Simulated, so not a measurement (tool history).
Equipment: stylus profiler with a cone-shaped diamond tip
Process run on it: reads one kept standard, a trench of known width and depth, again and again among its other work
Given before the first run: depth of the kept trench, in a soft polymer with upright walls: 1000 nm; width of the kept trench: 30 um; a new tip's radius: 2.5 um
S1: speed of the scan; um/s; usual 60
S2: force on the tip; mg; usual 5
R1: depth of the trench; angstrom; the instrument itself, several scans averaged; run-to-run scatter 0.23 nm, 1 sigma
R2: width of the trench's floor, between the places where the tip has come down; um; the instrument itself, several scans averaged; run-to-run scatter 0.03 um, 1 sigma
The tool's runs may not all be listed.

| run | hour | S1 | S2 | R1 | R2 |
|---|---|---|---|---|---|
| 1 | 0 | 60 | 5 | 10107.8 | 24.79 |
|  | 19.2 | height scale calibrated on a step standard |
| 2 | 41.5 | 32 | 5 | 10119.5 | 24.8 |
| 3 | 131 | 60 | 2.01 | 10081.5 | 24.62 |
| 4 | 212.5 | 60 | 5 | 10120.1 | 24.63 |
| 5 | 263.3 | 60 | 7.26 | 10143.6 | 24.74 |
| 6 | 316.8 | 60 | 7.26 | 10145.9 | 24.72 |
| 7 | 384.1 | 60 | 7.26 | 10149 | 24.64 |
|  | 420.8 | height scale calibrated on a step standard, once more |
| 8 | 470.4 | 60 | 12.45 | 10160.7 | 24.64 |
| 9 | 534.7 | 207 | 12.45 | 10164.6 | 24.3 |
| 10 | 577.6 | 60 | 5 | 10093.8 | 24.52 |
| 11 | 661.1 | 60 | 12.5 | 10168.5 | 24.59 |
| 12 | 727.8 | 60 | 12.5 | 10166.5 | 24.57 |
| 13 | 778.8 | 81 | 12.5 | 10166.4 | 24.52 |
| 14 | 825.3 | 81 | 12.5 | 10165.1 | 24.51 |
| 15 | 911.1 | 81 | 12.5 | 10168.6 | 24.45 |
| 16 | 994 | 81 | 12.5 | 10166.5 | 24.47 |
| 17 | 1040.1 | 60 | 5 | 10100.9 | 24.39 |
| 18 | 1128.7 | 60 | 5 | 10097.1 | 24.32 |
| 19 | 1173.7 | 35 | 9.61 | 10143.2 | 24.48 |
| 20 | 1254.5 | 120 | 6.37 | 10112.2 | 24.17 |
| 21 | 1342.4 | 70 | 6.9 | 10120.9 | 24.31 |
| 22 | 1412.5 | 70 | 6.9 | 10122.3 | 24.25 |
| 23 | 1472.3 | 70 | 2.69 | 10073.3 | 24.12 |
| 24 | 1559.7 | 201 | 2.85 | 10074.6 | 23.51 |
| 25 | 1635.2 | 36 | 3.28 | 10080.1 | 24.26 |
| 26 | 1690 | 75 | 5.82 | 10108.3 | 24.16 |
|  | 1698.9 | new tip fitted, height scale calibrated |
| 27 | 1761.2 | 33 | 3.22 | 10063 | 25.72 |
| 28 | 1816.6 | 89 | 5.88 | 10093.2 | 25.64 |
| 29 | 1895.2 | 89 | 5.88 | 10093.1 | 25.54 |
| 30 | 1975 | 15 | 5.86 | 10096.4 | 25.7 |
| 31 | 2060 | 61 | 10.3 | 10140.4 | 25.63 |
| 32 | 2103.7 | 45 | 9.23 | 10130.7 | 25.62 |
| 33 | 2177.1 | 60 | 11.62 | 10156.8 | 25.54 |
| 34 | 2257.5 | 35 | 3.27 | 10068.6 | 25.59 |
| 35 | 2347.8 | 60 | 2.33 | 10051.6 | 25.3 |

Results for each run, recomputed without the tool's hidden state and with each run's random variation untouched:
Hidden state at play: radius of the tip, um; height scale over the true one, %; drift of the gauge itself on depth_nm, %; drift of the gauge itself on floor_um, %.
| run | R1 | R2 |
|---|---|---|
| 1 | 10082.7 | 25.84 |
| 2 | 10087.4 | 25.86 |
| 3 | 10048.5 | 25.72 |
| 4 | 10086.1 | 25.76 |
| 5 | 10109 | 25.89 |
| 6 | 10110.6 | 25.89 |
| 7 | 10113.1 | 25.83 |
| 8 | 10156.8 | 25.85 |
| 9 | 10160 | 25.54 |
| 10 | 10088.9 | 25.78 |
| 11 | 10162.7 | 25.87 |
| 12 | 10159.9 | 25.88 |
| 13 | 10159.2 | 25.84 |
| 14 | 10157.5 | 25.85 |
| 15 | 10160 | 25.82 |
| 16 | 10157 | 25.86 |
| 17 | 10090.9 | 25.8 |
| 18 | 10086.2 | 25.76 |
| 19 | 10131.7 | 25.94 |
| 20 | 10099.8 | 25.66 |
| 21 | 10107.6 | 25.82 |
| 22 | 10108.2 | 25.78 |
| 23 | 10058.5 | 25.68 |
| 24 | 10058.8 | 25.1 |
| 25 | 10063.4 | 25.87 |
| 26 | 10091 | 25.79 |
| 27 | 10065.8 | 25.83 |
| 28 | 10095.3 | 25.77 |
| 29 | 10094.4 | 25.7 |
| 30 | 10096.8 | 25.9 |
| 31 | 10139.8 | 25.88 |
| 32 | 10129.7 | 25.88 |
| 33 | 10155 | 25.84 |
| 34 | 10065.9 | 25.92 |
| 35 | 10047.9 | 25.66 |

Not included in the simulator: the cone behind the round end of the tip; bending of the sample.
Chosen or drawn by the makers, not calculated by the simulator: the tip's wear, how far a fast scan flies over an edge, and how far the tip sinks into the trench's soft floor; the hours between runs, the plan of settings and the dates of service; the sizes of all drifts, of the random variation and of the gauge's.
